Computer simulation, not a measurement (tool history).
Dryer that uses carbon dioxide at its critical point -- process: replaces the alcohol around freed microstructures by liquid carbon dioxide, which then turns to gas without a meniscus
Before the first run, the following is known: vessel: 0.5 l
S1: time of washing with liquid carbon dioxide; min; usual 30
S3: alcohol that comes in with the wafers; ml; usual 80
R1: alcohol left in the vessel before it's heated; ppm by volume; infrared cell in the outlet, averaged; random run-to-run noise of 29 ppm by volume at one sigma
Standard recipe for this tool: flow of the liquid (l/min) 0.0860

Run 1, day 0.000: usual settings. Result: R1 2825 ppm by volume.
Run 2, day 0.808: usual settings. Result: R1 2756 ppm by volume.
Run 3, day 1.254: usual settings. Result: R1 2906 ppm by volume.
Run 4, day 2.050: usual settings but S3 30 ml. Result: R1 1109 ppm by volume.
Run 5, day 2.808: usual settings but flow of the liquid (l/min) 0.0608. Result: R1 8884 ppm by volume.
Run 6, day 3.262: usual settings but flow of the liquid (l/min) 0.0608. Result: R1 8919 ppm by volume.
Run 7, day 3.921: usual settings but S3 48 ml. Result: R1 1774 ppm by volume.
Run 8, day 4.404: usual settings. Result: R1 2977 ppm by volume.
Run 9, day 5.212: usual settings. Result: R1 3084 ppm by volume.
Run 10, day 5.617: usual settings. Result: R1 3067 ppm by volume.
Run 11, day 6.338: usual settings. Result: R1 3133 ppm by volume.
Run 12, day 7.117: usual settings. Result: R1 3218 ppm by volume.
Run 13, day 7.571: usual settings. Result: R1 3216 ppm by volume.
Run 14, day 7.983: usual settings. Result: R1 3176 ppm by volume.
Run 15, day 8.767: usual settings. Result: R1 3238 ppm by volume.
Run 16, day 9.104: usual settings. Result: R1 3319 ppm by volume.
Run 17, day 9.546: usual settings. Result: R1 3348 ppm by volume.
Run 18, day 9.950: usual settings. Result: R1 3265 ppm by volume.
Run 19, day 10.308: usual settings. Result: R1 3327 ppm by volume.
Run 20, day 11.100: usual settings. Result: R1 3389 ppm by volume.
Run 21, day 11.504: usual settings but flow of the liquid (l/min) 0.0654. Result: R1 8058 ppm by volume.
Run 22, day 12.162: usual settings but flow of the liquid (l/min) 0.1046, S3 61 ml. Result: R1 1238 ppm by volume.
Run 23, day 12.862: usual settings but flow of the liquid (l/min) 0.1046, S3 61 ml. Result: R1 1245 ppm by volume.
Run 24, day 13.454: usual settings but S1 25 min, flow of the liquid (l/min) 0.1149, S3 86 ml. Result: R1 2602 ppm by volume.
Run 25, day 14.017: usual settings but S1 19 min, flow of the liquid (l/min) 0.0662, S3 40 ml. Result: R1 12113 ppm by volume.
Run 26, day 14.588: usual settings but S1 43 min, flow of the liquid (l/min) 0.1404. Result: R1 91 ppm by volume.
Run 27, day 15.279: usual settings but S1 22 min. Result: R1 9929 ppm by volume.
Run 28, day 15.733: usual settings but S1 22 min. Result: R1 10112 ppm by volume.
Run 29, day 16.179: usual settings but S1 25 min, flow of the liquid (l/min) 0.0976, S3 38 ml. Result: R1 2255 ppm by volume.
Run 30, day 16.754: usual settings but S1 25 min, flow of the liquid (l/min) 0.0976, S3 22 ml. Result: R1 1364 ppm by volume.
Run 31, day 17.158: usual settings but flow of the liquid (l/min) 0.1283. Result: R1 733 ppm by volume.
Run 32, day 17.967: usual settings but flow of the liquid (l/min) 0.1283, S3 27 ml. Result: R1 296 ppm by volume.
Run 33, day 18.354: usual settings but flow of the liquid (l/min) 0.1283, S3 27 ml. Result: R1 300 ppm by volume.
Run 34, day 19.004: usual settings but S1 36 min, flow of the liquid (l/min) 0.0528. Result: R1 9421 ppm by volume.
Run 35, day 19.562: usual settings but S1 24 min, flow of the liquid (l/min) 0.0971, S3 27 ml. Result: R1 1953 ppm by volume.
Run 36, day 19.996: usual settings but S1 20 min, flow of the liquid (l/min) 0.1296, S3 98 ml. Result: R1 5048 ppm by volume.
Run 37, day 20.683: usual settings but S1 20 min, flow of the liquid (l/min) 0.0779, S3 56 ml. Result: R1 11995 ppm by volume.
Run 38, day 21.250: usual settings but flow of the liquid (l/min) 0.0920, S3 35 ml. Result: R1 1443 ppm by volume.
Run 39, day 21.671: usual settings but flow of the liquid (l/min) 0.0920, S3 26 ml. Result: R1 1080 ppm by volume.
Run 40, day 22.267: usual settings but S1 24 min, flow of the liquid (l/min) 0.0587. Result: R1 21060 ppm by volume.
Run 41, day 22.604: usual settings but flow of the liquid (l/min) 0.0735. Result: R1 6870 ppm by volume.
At day 23.362: inlet filter changed.
Run 42, day 23.383: usual settings but flow of the liquid (l/min) 0.0735. Result: R1 3736 ppm by volume.

Same runs, no hidden state in the tool, same run-to-run variation:
Hidden conditions of the tool in this case: flow that reaches the vessel past the clogged filter, %; alcohol in the recycled carbon dioxide, ppm; drift of the gauge itself on alcohol_ppm, %.
run     R1
  1   1973
  2   1892
  3   1983
  4    735
  5   6634
  6   6619
  7   1148
  8   1920
  9   1959
 10   1939
 11   1954
 12   1980
 13   1962
 14   1922
 15   1936
 16   1968
 17   1972
 18   1909
 19   1934
 20   1942
 21   5239
 22    608
 23    604
 24   1352
 25   8997
 26     14
 27   6298
 28   6379
 29   1220
 30    718
 31    268
 32     89
 33     96
 34   5607
 35   1017
 36   2526
 37   7777
 38    644
 39    468
 40  13948
 41   3597
 42   3549

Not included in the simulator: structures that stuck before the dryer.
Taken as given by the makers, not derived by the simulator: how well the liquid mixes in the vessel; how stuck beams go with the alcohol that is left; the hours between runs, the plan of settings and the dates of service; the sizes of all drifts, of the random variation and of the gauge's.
